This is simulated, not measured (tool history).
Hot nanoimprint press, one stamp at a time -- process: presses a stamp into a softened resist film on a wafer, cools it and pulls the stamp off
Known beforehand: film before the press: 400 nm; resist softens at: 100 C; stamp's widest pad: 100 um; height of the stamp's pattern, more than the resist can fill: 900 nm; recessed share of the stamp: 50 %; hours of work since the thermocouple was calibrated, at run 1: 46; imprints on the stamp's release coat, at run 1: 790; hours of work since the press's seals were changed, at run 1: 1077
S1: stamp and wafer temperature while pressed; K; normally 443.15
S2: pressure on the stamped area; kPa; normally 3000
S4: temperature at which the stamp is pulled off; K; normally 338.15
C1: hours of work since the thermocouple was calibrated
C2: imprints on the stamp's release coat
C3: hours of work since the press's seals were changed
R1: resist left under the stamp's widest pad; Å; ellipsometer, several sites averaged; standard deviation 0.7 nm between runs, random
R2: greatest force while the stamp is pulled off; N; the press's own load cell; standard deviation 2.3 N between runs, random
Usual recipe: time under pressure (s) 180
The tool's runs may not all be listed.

run 1 hour=0 | S1=443.15 S2=3000 time_under_pressure_(s)=180 S4=338.15 | C1=46 C2=790 C3=1077 | R1=2299 R2=139
run 2 hour=41.6 | S1=443.15 S2=3000 time_under_pressure_(s)=180 S4=338.15 | C1=70 C2=895 C3=1101 | R1=2309 R2=148
run 3 hour=87.7 | S1=443.15 S2=3000 time_under_pressure_(s)=180 S4=338.15 | C1=97 C2=1011 C3=1128 | R1=2287 R2=154
-- hour=116.1 press's hydraulic seals changed and the load cell set to zero
run 4 hour=127.5 | S1=443.15 S2=3000 time_under_pressure_(s)=180 S4=338.15 | C1=116 C2=1091 C3=7 | R1=2202 R2=163
run 5 hour=162.5 | S1=443.15 S2=3000 time_under_pressure_(s)=180 S4=338.15 | C1=136 C2=1179 C3=27 | R1=2208 R2=164
run 6 hour=223.2 | S1=443.15 S2=3000 time_under_pressure_(s)=180 S4=331.15 | C1=171 C2=1332 C3=62 | R1=2196 R2=198
run 7 hour=248.9 | S1=443.15 S2=3000 time_under_pressure_(s)=180 S4=338.15 | C1=186 C2=1396 C3=77 | R1=2191 R2=169
run 8 hour=274.3 | S1=443.15 S2=2830 time_under_pressure_(s)=180 S4=338.15 | C1=201 C2=1460 C3=92 | R1=2247 R2=176
run 9 hour=308.2 | S1=443.15 S2=2830 time_under_pressure_(s)=290 S4=338.15 | C1=221 C2=1546 C3=112 | R1=1888 R2=174
run 10 hour=368.5 | S1=443.15 S2=4130 time_under_pressure_(s)=180 S4=338.15 | C1=256 C2=1697 C3=147 | R1=1924 R2=183
run 11 hour=423.2 | S1=443.15 S2=4130 time_under_pressure_(s)=180 S4=338.15 | C1=288 C2=1835 C3=179 | R1=1919 R2=191
run 12 hour=460.4 | S1=443.15 S2=4130 time_under_pressure_(s)=180 S4=338.15 | C1=310 C2=1929 C3=200 | R1=1904 R2=205
run 13 hour=497.5 | S1=443.15 S2=4130 time_under_pressure_(s)=180 S4=338.15 | C1=331 C2=2022 C3=222 | R1=1909 R2=204
run 14 hour=532.7 | S1=443.15 S2=2320 time_under_pressure_(s)=180 S4=338.15 | C1=352 C2=2111 C3=243 | R1=2350 R2=215
-- hour=562.7 stamp cleaned and given a new release coat
run 15 hour=585 | S1=443.15 S2=2320 time_under_pressure_(s)=180 S4=338.15 | C1=379 C2=56 C3=270 | R1=2339 R2=102
run 16 hour=623.7 | S1=443.15 S2=2320 time_under_pressure_(s)=180 S4=338.15 | C1=401 C2=154 C3=292 | R1=2334 R2=108
run 17 hour=661.9 | S1=443.15 S2=3000 time_under_pressure_(s)=180 S4=345.15 | C1=423 C2=250 C3=314 | R1=2130 R2=91
run 18 hour=688.8 | S1=447.15 S2=2890 time_under_pressure_(s)=352 S4=336.15 | C1=439 C2=318 C3=330 | R1=1441 R2=120
run 19 hour=745.8 | S1=443.15 S2=2060 time_under_pressure_(s)=180 S4=331.15 | C1=472 C2=461 C3=363 | R1=2404 R2=138
run 20 hour=785.8 | S1=443.15 S2=2060 time_under_pressure_(s)=180 S4=331.15 | C1=496 C2=562 C3=387 | R1=2415 R2=144
run 21 hour=824.8 | S1=443.15 S2=3000 time_under_pressure_(s)=351 S4=339.15 | C1=518 C2=660 C3=409 | R1=1631 R2=122
run 22 hour=856.6 | S1=437.15 S2=2090 time_under_pressure_(s)=159 S4=338.15 | C1=537 C2=740 C3=428 | R1=2892 R2=133
-- hour=862.2 plate thermocouple calibrated
run 23 hour=918.1 | S1=434.15 S2=2310 time_under_pressure_(s)=283 S4=337.15 | C1=33 C2=887 C3=462 | R1=2860 R2=155
run 24 hour=948.8 | S1=434.15 S2=2310 time_under_pressure_(s)=283 S4=337.15 | C1=50 C2=965 C3=480 | R1=2846 R2=154
run 25 hour=992.4 | S1=434.15 S2=2310 time_under_pressure_(s)=283 S4=337.15 | C1=76 C2=1074 C3=505 | R1=2847 R2=160
run 26 hour=1040 | S1=443.15 S2=2480 time_under_pressure_(s)=295 S4=331.15 | C1=104 C2=1194 C3=533 | R1=2051 R2=190
run 27 hour=1091.7 | S1=454.15 S2=2000 time_under_pressure_(s)=252 S4=343.15 | C1=134 C2=1324 C3=563 | R1=1626 R2=144

Run 28 comes next. What will it give?
run 28 hour=1149.6 | S1=454.15 S2=2890 time_under_pressure_(s)=252 S4=346.15 | C1=167 C2=1470 C3=597 | R1=? R2=?

Run 28 yielded R1 1372 Å, R2 140 N.
On a tool with no hidden condition, and with the same random variation, this run would have come out at R1 1378 Å, R2 82 N.

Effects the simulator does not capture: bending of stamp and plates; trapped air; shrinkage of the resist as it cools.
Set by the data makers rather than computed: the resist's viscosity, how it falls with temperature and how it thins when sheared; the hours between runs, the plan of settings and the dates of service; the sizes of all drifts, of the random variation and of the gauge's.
